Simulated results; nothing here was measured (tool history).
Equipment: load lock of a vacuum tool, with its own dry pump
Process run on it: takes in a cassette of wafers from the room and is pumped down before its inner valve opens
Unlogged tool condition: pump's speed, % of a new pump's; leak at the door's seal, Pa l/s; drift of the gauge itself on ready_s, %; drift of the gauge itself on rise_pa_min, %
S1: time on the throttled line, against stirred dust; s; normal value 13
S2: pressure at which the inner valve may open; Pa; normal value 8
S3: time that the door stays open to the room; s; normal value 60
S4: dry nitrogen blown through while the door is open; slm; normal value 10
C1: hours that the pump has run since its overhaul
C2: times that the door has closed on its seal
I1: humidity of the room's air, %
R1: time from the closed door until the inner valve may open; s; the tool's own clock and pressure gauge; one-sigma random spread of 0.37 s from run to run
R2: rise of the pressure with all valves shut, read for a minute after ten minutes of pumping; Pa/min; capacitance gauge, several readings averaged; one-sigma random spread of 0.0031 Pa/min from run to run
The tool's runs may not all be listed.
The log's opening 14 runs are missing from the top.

Run 15, day 247.646: usual settings but S1 12 s, S2 9 Pa; C1 22549; C2 2447; I1 48.6. Result: R1 35.1 s, R2 0.072 Pa/min.
Run 16, day 264.512: usual settings; C1 22954; C2 3671; I1 43.5. Result: R1 35.6 s, R2 0.062 Pa/min.
Run 17, day 281.558: usual settings; C1 23363; C2 4908; I1 46.7. Result: R1 35.2 s, R2 0.07 Pa/min.
At day 288.958: dry pump taken out, an overhauled one fitted.
Run 18, day 292.067: usual settings; C1 75; C2 5652; I1 41.8. Result: R1 36.1 s, R2 0.064 Pa/min.
Run 19, day 306.779: usual settings but S3 137 s; C1 428; C2 6719; I1 43.9. Result: R1 35.6 s, R2 0.101 Pa/min.
Run 20, day 326.583: usual settings but S1 12 s, S2 11 Pa, S3 95 s, S4 11 slm; C1 903; C2 8156; I1 47.3. Result: R1 34.5 s, R2 0.081 Pa/min.
Run 21, day 337.996: usual settings but S1 12 s, S2 11 Pa, S3 95 s, S4 11 slm; C1 1177; C2 8984; I1 46.1. Result: R1 33.5 s, R2 0.084 Pa/min.
Run 22, day 359.512: usual settings but S1 7 s, S2 14 Pa, S3 95 s, S4 11 slm; C1 1693; C2 10545; I1 47.4. Result: R1 30 s, R2 0.085 Pa/min.
Run 23, day 382.279: usual settings but S1 12 s, S3 164 s; C1 2240; C2 12197; I1 45.1. Result: R1 34.8 s, R2 0.103 Pa/min.
Run 24, day 393.192: usual settings but S1 16 s, S2 13 Pa, S3 221 s; C1 2502; C2 12989; I1 47.8. Result: R1 35.7 s, R2 0.132 Pa/min.
Run 25, day 410.642: usual settings but S1 16 s, S2 13 Pa, S3 221 s; C1 2920; C2 14255; I1 46.3. Result: R1 37.3 s, R2 0.137 Pa/min.
Run 26, day 431.171: usual settings but S1 8 s, S3 47 s, S4 19 slm; C1 3413; C2 15744; I1 44.2. Result: R1 31.6 s, R2 0.054 Pa/min.
Run 27, day 443.658: usual settings but S1 8 s, S3 47 s, S4 19 slm; C1 3713; C2 16650; I1 44.5. Result: R1 31.4 s, R2 0.047 Pa/min.
Run 28, day 464.862: usual settings but S1 16 s; C1 4222; C2 18188; I1 48. Result: R1 38.4 s, R2 0.072 Pa/min.
Run 29, day 481.279: usual settings but S2 9 Pa; C1 4616; C2 19379; I1 46.2. Result: R1 35.3 s, R2 0.073 Pa/min.
Run 30, day 493.042: usual settings but S1 14 s; C1 4898; C2 20233; I1 42.9. Result: R1 36.7 s, R2 0.069 Pa/min.
Run 31, day 509.375: usual settings but S1 11 s, S2 11 Pa, S3 139 s, S4 13 slm; C1 5290; C2 21417; I1 46.3. Result: R1 33.8 s, R2 0.096 Pa/min.
Run 32, day 520.525: usual settings but S1 9 s, S2 16 Pa, S3 206 s, S4 18 slm; C1 5558; C2 22226; I1 46.9. Result: R1 31.5 s, R2 0.1 Pa/min.
At day 533.733: door's seal changed, seat wiped.
Run 33, day 535.225: usual settings but S1 24 s, S2 11 Pa, S3 206 s, S4 8 slm; C1 5909; C2 108; I1 42.1. Result: R1 42.8 s, R2 0.12 Pa/min.
Run 34, day 546.196: usual settings but S1 14 s, S2 6 Pa, S3 206 s, S4 8 slm; C1 6172; C2 904; I1 44.1. Result: R1 36.9 s, R2 0.133 Pa/min.
Run 35, day 570.379: usual settings but S1 14 s, S2 6 Pa, S3 206 s, S4 8 slm; C1 6753; C2 2659; I1 44.3. Result: R1 36.6 s, R2 0.125 Pa/min.
Run 36, day 593.15: usual settings but S1 11 s, S2 10 Pa; C1 7299; C2 4311; I1 45.7. Result: R1 33.6 s, R2 0.062 Pa/min.

3 ways to go on from here, each from the tool as it stands after run 36. What would each give?
Run A, day 609.842: usual settings but S1 11 s, S2 10 Pa, S4 8 slm; C1 7700; C2 5522; I1 40.7. Result: R1 ?, R2 ?.
Run B, day 609.842: usual settings but S2 13 Pa, S3 49 s, S4 5 slm; C1 7700; C2 5522; I1 42.1. Result: R1 ?, R2 ?.
Run C, day 609.842: usual settings but S2 14 Pa, S4 21 slm; C1 7700; C2 5522; I1 44.4. Result: R1 ?, R2 ?.

run    R1     R2
  A  33.6  0.065
  B  33.9  0.073
  C    35  0.051
With the hidden condition removed and each run's random variation left untouched, the same runs would have given:
run    R1     R2
  A  33.6  0.065
  B  33.9  0.073
  C    35  0.051
